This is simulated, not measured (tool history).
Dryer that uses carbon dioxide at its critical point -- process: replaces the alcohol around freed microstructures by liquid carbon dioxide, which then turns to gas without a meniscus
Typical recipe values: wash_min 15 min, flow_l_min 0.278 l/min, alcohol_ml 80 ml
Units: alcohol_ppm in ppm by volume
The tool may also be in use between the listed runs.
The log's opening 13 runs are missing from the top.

run 14 hour=264.8 | wash_min=10 flow_l_min=0.278 alcohol_ml=80 | alcohol_ppm=2683
run 15 hour=286.7 | wash_min=18 flow_l_min=0.278 alcohol_ml=80 | alcohol_ppm=283
run 16 hour=303.8 | wash_min=18 flow_l_min=0.278 alcohol_ml=80 | alcohol_ppm=290
run 17 hour=315.8 | wash_min=18 flow_l_min=0.278 alcohol_ml=80 | alcohol_ppm=292
-- hour=326.7 inlet filter changed
run 18 hour=337.8 | wash_min=18 flow_l_min=0.278 alcohol_ml=28 | alcohol_ppm=223
run 19 hour=351.3 | wash_min=18 flow_l_min=0.278 alcohol_ml=28 | alcohol_ppm=225
run 20 hour=370.2 | wash_min=18 flow_l_min=0.278 alcohol_ml=28 | alcohol_ppm=223
run 21 hour=392.1 | wash_min=18 flow_l_min=0.278 alcohol_ml=28 | alcohol_ppm=220
run 22 hour=408.5 | wash_min=18 flow_l_min=0.278 alcohol_ml=28 | alcohol_ppm=236
run 23 hour=422.5 | wash_min=18 flow_l_min=0.278 alcohol_ml=28 | alcohol_ppm=231
run 24 hour=437.1 | wash_min=21 flow_l_min=0.237 alcohol_ml=69 | alcohol_ppm=259
run 25 hour=452.8 | wash_min=11 flow_l_min=0.195 alcohol_ml=100 | alcohol_ppm=7723
run 26 hour=475.2 | wash_min=21 flow_l_min=0.344 alcohol_ml=29 | alcohol_ppm=222
run 27 hour=489.9 | wash_min=21 flow_l_min=0.172 alcohol_ml=41 | alcohol_ppm=575
run 28 hour=515.7 | wash_min=15 flow_l_min=0.276 alcohol_ml=115 | alcohol_ppm=645
run 29 hour=534.9 | wash_min=11 flow_l_min=0.331 alcohol_ml=69 | alcohol_ppm=752
run 30 hour=555.3 | wash_min=11 flow_l_min=0.331 alcohol_ml=75 | alcohol_ppm=823
run 31 hour=573.7 | wash_min=11 flow_l_min=0.331 alcohol_ml=75 | alcohol_ppm=837
run 32 hour=594.4 | wash_min=19 flow_l_min=0.331 alcohol_ml=75 | alcohol_ppm=261

Expected results for the next run?
-- hour=620.0 purifier's bed changed
run 33 hour=624.3 | wash_min=10 flow_l_min=0.386 alcohol_ml=35 | alcohol_ppm=?

Run 33 yielded alcohol_ppm 220 ppm by volume.
Were there no unlogged condition in the tool, this run, its random variation unchanged, would have produced alcohol_ppm 151 ppm by volume.
